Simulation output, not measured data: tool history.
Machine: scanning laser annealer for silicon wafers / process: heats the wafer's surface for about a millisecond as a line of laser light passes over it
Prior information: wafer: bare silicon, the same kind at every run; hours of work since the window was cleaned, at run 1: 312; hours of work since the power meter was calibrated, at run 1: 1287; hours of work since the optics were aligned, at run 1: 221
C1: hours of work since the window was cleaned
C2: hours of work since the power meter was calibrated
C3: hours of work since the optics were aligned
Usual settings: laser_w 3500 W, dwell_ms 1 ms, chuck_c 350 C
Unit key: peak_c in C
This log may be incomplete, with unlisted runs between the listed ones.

Run 1, hour 0: usual settings; C1 312; C2 1287; C3 221. Result: peak_c 1164 C.
Run 2, hour 28.5: usual settings; C1 333; C2 1308; C3 242. Result: peak_c 1165 C.
Run 3, hour 82.7: usual settings; C1 375; C2 1350; C3 284. Result: peak_c 1166 C.
Run 4, hour 133.2: usual settings; C1 413; C2 1388; C3 322. Result: peak_c 1166 C.
Run 5, hour 181: usual settings; C1 450; C2 1425; C3 359. Result: peak_c 1166 C.
Run 6, hour 217.3: usual settings but chuck_c 327 C; C1 478; C2 1453; C3 387. Result: peak_c 1139 C.
Run 7, hour 280.6: usual settings but chuck_c 327 C; C1 526; C2 1501; C3 435. Result: peak_c 1144 C.
At hour 307.8: window over the wafer cleaned.
Run 8, hour 332: usual settings but chuck_c 354 C; C1 19; C2 1539; C3 473. Result: peak_c 1173 C.
Run 9, hour 380.9: usual settings but chuck_c 338 C; C1 56; C2 1576; C3 510. Result: peak_c 1152 C.
Run 10, hour 415.8: usual settings but chuck_c 338 C; C1 83; C2 1603; C3 537. Result: peak_c 1154 C.
Run 11, hour 447.7: usual settings but chuck_c 338 C; C1 107; C2 1627; C3 561. Result: peak_c 1159 C.
Run 12, hour 500.2: usual settings; C1 147; C2 1667; C3 601. Result: peak_c 1168 C.
Run 13, hour 532.7: usual settings but dwell_ms 0.95 ms; C1 172; C2 1692; C3 626. Result: peak_c 1147 C.
Run 14, hour 585.6: usual settings but dwell_ms 0.95 ms; C1 212; C2 1733; C3 667. Result: peak_c 1149 C.
Run 15, hour 627.5: usual settings but laser_w 3407 W, dwell_ms 1.17 ms, chuck_c 319 C; C1 244; C2 1765; C3 699. Result: peak_c 1180 C.
Run 16, hour 656.2: usual settings but laser_w 3407 W, dwell_ms 1.17 ms, chuck_c 319 C; C1 266; C2 1787; C3 721. Result: peak_c 1178 C.
Run 17, hour 713.1: usual settings but laser_w 3407 W, dwell_ms 1.17 ms, chuck_c 319 C; C1 310; C2 1830; C3 764. Result: peak_c 1175 C.
Run 18, hour 764: usual settings but laser_w 3090 W, dwell_ms 0.79 ms, chuck_c 376 C; C1 349; C2 1869; C3 803. Result: peak_c 1007 C.
Run 19, hour 822.3: usual settings but dwell_ms 1.08 ms, chuck_c 347 C; C1 393; C2 1914; C3 848. Result: peak_c 1195 C.
Run 20, hour 856: usual settings but dwell_ms 1.08 ms, chuck_c 347 C; C1 419; C2 1939; C3 873. Result: peak_c 1194 C.
Run 21, hour 901.9: usual settings but laser_w 3502 W, dwell_ms 0.87 ms, chuck_c 336 C; C1 454; C2 1974; C3 908. Result: peak_c 1097 C.

Run 22 has not been measured yet. What should we expect?
Run 22, hour 952.9: usual settings but laser_w 3502 W, dwell_ms 0.87 ms, chuck_c 336 C; C1 493; C2 2013; C3 947. Result: peak_c ?.

peak_c: 1097 C
On a tool with no hidden condition, and with the same random variation, this run would have come out at peak_c 1098 C.

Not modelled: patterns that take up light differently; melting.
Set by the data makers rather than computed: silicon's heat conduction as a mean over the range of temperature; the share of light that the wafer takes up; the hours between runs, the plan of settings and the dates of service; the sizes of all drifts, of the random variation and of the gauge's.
